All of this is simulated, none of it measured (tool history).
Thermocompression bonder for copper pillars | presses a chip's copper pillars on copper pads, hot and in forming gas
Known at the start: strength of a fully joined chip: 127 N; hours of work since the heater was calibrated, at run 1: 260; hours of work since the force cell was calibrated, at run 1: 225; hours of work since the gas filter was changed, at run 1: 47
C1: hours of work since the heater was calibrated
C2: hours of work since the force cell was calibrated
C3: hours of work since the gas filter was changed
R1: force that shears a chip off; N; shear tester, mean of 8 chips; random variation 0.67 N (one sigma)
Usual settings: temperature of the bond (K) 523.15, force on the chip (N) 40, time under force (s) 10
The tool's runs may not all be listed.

Run 1, hour 0: usual settings; C1 260; C2 225; C3 47. Result: R1 44.4 N.
Run 2, hour 13: usual settings; C1 266; C2 231; C3 53. Result: R1 44.3 N.
Run 3, hour 20.3: usual settings; C1 269; C2 234; C3 56. Result: R1 44.1 N.
Run 4, hour 28: usual settings but temperature of the bond (K) 531.15; C1 273; C2 237; C3 59. Result: R1 50.2 N.
Run 5, hour 41.5: usual settings but force on the chip (N) 57; C1 279; C2 243; C3 66. Result: R1 60.7 N.
Run 6, hour 52.6: usual settings but force on the chip (N) 57; C1 284; C2 248; C3 70. Result: R1 62.4 N.
Run 7, hour 64.1: usual settings but temperature of the bond (K) 540.15, force on the chip (N) 57; C1 289; C2 254; C3 76. Result: R1 77.6 N.
Run 8, hour 73.9: usual settings but temperature of the bond (K) 540.15, force on the chip (N) 57; C1 293; C2 258; C3 80. Result: R1 75.9 N.
Run 9, hour 84.8: usual settings but temperature of the bond (K) 540.15, force on the chip (N) 57; C1 298; C2 263; C3 85. Result: R1 75.7 N.
Run 10, hour 91: usual settings but temperature of the bond (K) 540.15, force on the chip (N) 57; C1 301; C2 266; C3 88. Result: R1 77 N.
Run 11, hour 105.6: usual settings but force on the chip (N) 32; C1 307; C2 272; C3 94. Result: R1 35.8 N.
Run 12, hour 114.7: usual settings; C1 311; C2 276; C3 98. Result: R1 45.1 N.
Run 13, hour 121.4: usual settings but time under force (s) 6; C1 314; C2 279; C3 101. Result: R1 36.4 N.
Run 14, hour 134.1: usual settings but temperature of the bond (K) 516.15; C1 320; C2 285; C3 107. Result: R1 38.8 N.
At hour 138.6: forming gas filter changed.
Run 15, hour 144.2: usual settings but temperature of the bond (K) 516.15; C1 324; C2 289; C3 3. Result: R1 39 N.
Run 16, hour 152.9: usual settings but temperature of the bond (K) 516.15; C1 328; C2 293; C3 6. Result: R1 38.9 N.
Run 17, hour 161.2: usual settings but temperature of the bond (K) 516.15; C1 332; C2 297; C3 10. Result: R1 39.9 N.
Run 18, hour 173.4: usual settings but temperature of the bond (K) 516.15; C1 337; C2 302; C3 16. Result: R1 39.4 N.
Run 19, hour 184: usual settings but temperature of the bond (K) 516.15; C1 342; C2 307; C3 20. Result: R1 37.5 N.
Run 20, hour 194.4: usual settings but temperature of the bond (K) 499.15, force on the chip (N) 31, time under force (s) 11; C1 347; C2 312; C3 25. Result: R1 22 N.
Run 21, hour 207.9: usual settings but temperature of the bond (K) 532.15, force on the chip (N) 33, time under force (s) 8; C1 353; C2 318; C3 31. Result: R1 37.5 N.
Run 22, hour 216.3: usual settings but temperature of the bond (K) 534.15, force on the chip (N) 45, time under force (s) 7; C1 357; C2 321; C3 35. Result: R1 51.1 N.
Run 23, hour 228.4: usual settings but temperature of the bond (K) 534.15, force on the chip (N) 45, time under force (s) 7; C1 362; C2 327; C3 40. Result: R1 51.3 N.
Run 24, hour 240.6: usual settings but time under force (s) 29; C1 367; C2 332; C3 46. Result: R1 65.4 N.
Run 25, hour 254.5: usual settings but force on the chip (N) 51, time under force (s) 13; C1 374; C2 339; C3 52. Result: R1 63.2 N.
Run 26, hour 266.1: usual settings but force on the chip (N) 51, time under force (s) 13; C1 379; C2 344; C3 57. Result: R1 62.2 N.
Run 27, hour 280.3: usual settings but temperature of the bond (K) 528.15, force on the chip (N) 27; C1 385; C2 350; C3 63. Result: R1 31.5 N.
Run 28, hour 286.7: usual settings but temperature of the bond (K) 503.15, force on the chip (N) 27, time under force (s) 11; C1 388; C2 353; C3 66. Result: R1 21.1 N.
Run 29, hour 293: usual settings but temperature of the bond (K) 545.15, force on the chip (N) 29, time under force (s) 15; C1 391; C2 356; C3 69. Result: R1 52.9 N.
Run 30, hour 303.3: usual settings but time under force (s) 5; C1 396; C2 360; C3 74. Result: R1 32.9 N.
Run 31, hour 309.2: usual settings but temperature of the bond (K) 508.15, force on the chip (N) 24, time under force (s) 6; C1 398; C2 363; C3 76. Result: R1 16.3 N.
Run 32, hour 322.1: usual settings but force on the chip (N) 58, time under force (s) 12; C1 404; C2 369; C3 82. Result: R1 66.9 N.
Run 33, hour 333.6: usual settings but temperature of the bond (K) 507.15, force on the chip (N) 33; C1 409; C2 374; C3 87. Result: R1 27.9 N.
Run 34, hour 347.1: usual settings but temperature of the bond (K) 525.15, force on the chip (N) 33; C1 415; C2 380; C3 93. Result: R1 37.9 N.
Run 35, hour 359.4: usual settings but temperature of the bond (K) 514.15, force on the chip (N) 33; C1 421; C2 385; C3 99. Result: R1 30 N.
Run 36, hour 371.4: usual settings but temperature of the bond (K) 514.15, force on the chip (N) 33; C1 426; C2 391; C3 104. Result: R1 31.1 N.
At hour 381.6: forming gas filter changed.
Run 37, hour 384.5: usual settings but temperature of the bond (K) 514.15, force on the chip (N) 33; C1 432; C2 396; C3 1. Result: R1 31.1 N.

Forecast each of these 5 alternatives for the next run:
Run A, hour 395: usual settings but temperature of the bond (K) 504.15; C1 436; C2 401; C3 6. Result: R1 ?.
Run B, hour 395: usual settings but temperature of the bond (K) 545.15, force on the chip (N) 36, time under force (s) 6; C1 436; C2 401; C3 6. Result: R1 ?.
Run C, hour 395: usual settings but time under force (s) 12; C1 436; C2 401; C3 6. Result: R1 ?.
Run D, hour 395: usual settings but force on the chip (N) 55; C1 436; C2 401; C3 6. Result: R1 ?.
Run E, hour 395: usual settings but temperature of the bond (K) 529.15, force on the chip (N) 39, time under force (s) 26; C1 436; C2 401; C3 6. Result: R1 ?.

run    R1
  A  31.2
  B  45.9
  C  47.2
  D    58
  E  67.6
Without the tool's hidden state the same runs would have given:
run    R1
  A  31.4
  B    46
  C  47.4
  D  58.2
  E  67.8
